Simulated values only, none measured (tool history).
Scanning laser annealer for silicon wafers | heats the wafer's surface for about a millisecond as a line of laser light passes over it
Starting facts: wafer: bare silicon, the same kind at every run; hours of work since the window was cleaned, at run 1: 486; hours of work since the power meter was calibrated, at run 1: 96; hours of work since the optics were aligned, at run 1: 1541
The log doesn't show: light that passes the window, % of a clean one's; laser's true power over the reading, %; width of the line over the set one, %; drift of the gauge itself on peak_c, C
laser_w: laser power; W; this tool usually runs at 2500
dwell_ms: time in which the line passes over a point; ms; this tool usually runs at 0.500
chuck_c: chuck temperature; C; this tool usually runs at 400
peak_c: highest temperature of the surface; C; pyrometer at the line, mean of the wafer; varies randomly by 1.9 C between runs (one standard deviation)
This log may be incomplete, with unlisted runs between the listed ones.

| run | hour | laser_w | dwell_ms | chuck_c | hours of work since the window was cleaned | hours of work since the power meter was calibrated | hours of work since the optics were aligned | peak_c |
|---|---|---|---|---|---|---|---|---|
| 1 | 0.0 | 2500 | 0.500 | 400 | 486 | 96 | 1541 | 1218 |
| 2 | 10.8 | 2500 | 0.500 | 400 | 493 | 104 | 1548 | 1214 |
| 3 | 17.6 | 2500 | 0.396 | 400 | 497 | 108 | 1552 | 1120 |
| 4 | 25.0 | 2500 | 0.396 | 400 | 502 | 113 | 1557 | 1120 |
| 5 | 32.5 | 2368 | 0.500 | 400 | 507 | 118 | 1562 | 1173 |
| 6 | 43.8 | 2368 | 0.500 | 400 | 515 | 125 | 1570 | 1169 |
| 7 | 55.4 | 2500 | 0.500 | 400 | 522 | 133 | 1577 | 1215 |
| 8 | 67.2 | 2500 | 0.500 | 400 | 530 | 141 | 1585 | 1217 |
| 9 | 72.6 | 2130 | 0.500 | 400 | 534 | 144 | 1589 | 1086 |
| 10 | 78.1 | 2154 | 0.500 | 400 | 537 | 148 | 1592 | 1096 |
| 11 | 87.2 | 2731 | 0.500 | 400 | 543 | 154 | 1598 | 1300 |
| 12 | 94.1 | 2731 | 0.500 | 400 | 548 | 158 | 1603 | 1302 |
| 13 | 102.2 | 2731 | 0.500 | 400 | 553 | 164 | 1608 | 1300 |
| 14 | 109.9 | 2731 | 0.500 | 400 | 558 | 169 | 1613 | 1301 |
| 15 | 117.3 | 2731 | 0.500 | 400 | 563 | 174 | 1618 | 1302 |
| 16 | 124.1 | 2500 | 0.500 | 400 | 567 | 178 | 1623 | 1216 |
| 17 | 131.9 | 2500 | 0.500 | 400 | 573 | 183 | 1628 | 1217 |
| 18 | 140.4 | 2500 | 0.500 | 400 | 578 | 189 | 1633 | 1215 |
| 19 | 151.6 | 2500 | 0.500 | 400 | 586 | 196 | 1641 | 1217 |
| 20 | 163.6 | 2500 | 0.500 | 400 | 593 | 204 | 1649 | 1218 |
| 21 | 170.8 | 2500 | 0.500 | 400 | 598 | 209 | 1653 | 1215 |
| 22 | 179.2 | 2500 | 0.500 | 400 | 604 | 214 | 1659 | 1220 |
| 23 | 189.6 | 2495 | 0.500 | 363 | 610 | 221 | 1666 | 1180 |
| 24 | 197.4 | 2495 | 0.500 | 431 | 616 | 226 | 1671 | 1246 |
| 25 | 205.1 | 2621 | 0.392 | 401 | 621 | 231 | 1676 | 1158 |
| 26 | 216.9 | 2317 | 0.386 | 390 | 629 | 239 | 1684 | 1045 |
| 27 | 225.2 | 2465 | 0.403 | 390 | 634 | 245 | 1689 | 1104 |
| 28 | 237.1 | 2465 | 0.403 | 390 | 642 | 253 | 1697 | 1105 |
| 29 | 243.7 | 2441 | 0.403 | 386 | 646 | 257 | 1701 | 1094 |
| 30 | 253.3 | 2216 | 0.399 | 386 | 652 | 263 | 1708 | 1020 |
| 31 | 262.6 | 2216 | 0.399 | 422 | 659 | 269 | 1714 | 1060 |
| 32 | 272.7 | 2536 | 0.511 | 399 | 665 | 276 | 1720 | 1237 |
| 33 | 282.1 | 2699 | 0.510 | 404 | 671 | 282 | 1727 | 1303 |
| 34 | 288.3 | 2699 | 0.510 | 404 | 676 | 286 | 1731 | 1301 |
| 35 | 297.0 | 2699 | 0.510 | 404 | 681 | 292 | 1736 | 1303 |
| 36 | 303.4 | 2387 | 0.369 | 422 | 685 | 296 | 1741 | 1080 |
| 37 | 309.3 | 2515 | 0.470 | 400 | 689 | 300 | 1745 | 1197 |
| 38 | 317.2 | 2572 | 0.494 | 371 | 695 | 305 | 1750 | 1207 |
| 39 | 326.8 | 2572 | 0.494 | 371 | 701 | 312 | 1756 | 1207 |
| 40 | 335.5 | 2572 | 0.494 | 371 | 707 | 317 | 1762 | 1209 |
| 41 | 347.0 | 2271 | 0.367 | 403 | 714 | 325 | 1769 | 1023 |

Below are 3 alternative next runs, each starting from the tool's condition after run 41. Predict each:
| A | 357.8 | 2500 | 0.500 | 435 | 721 | 332 | 1776 | ? |
| B | 357.8 | 2262 | 0.367 | 415 | 721 | 332 | 1776 | ? |
| C | 357.8 | 2541 | 0.594 | 400 | 721 | 332 | 1776 | ? |

| run | peak_c |
|---|---|
| A | 1252 |
| B | 1035 |
| C | 1314 |
Without the tool's unlogged condition, the same runs would have read:
| run | peak_c |
|---|---|
| A | 1253 |
| B | 1035 |
| C | 1315 |
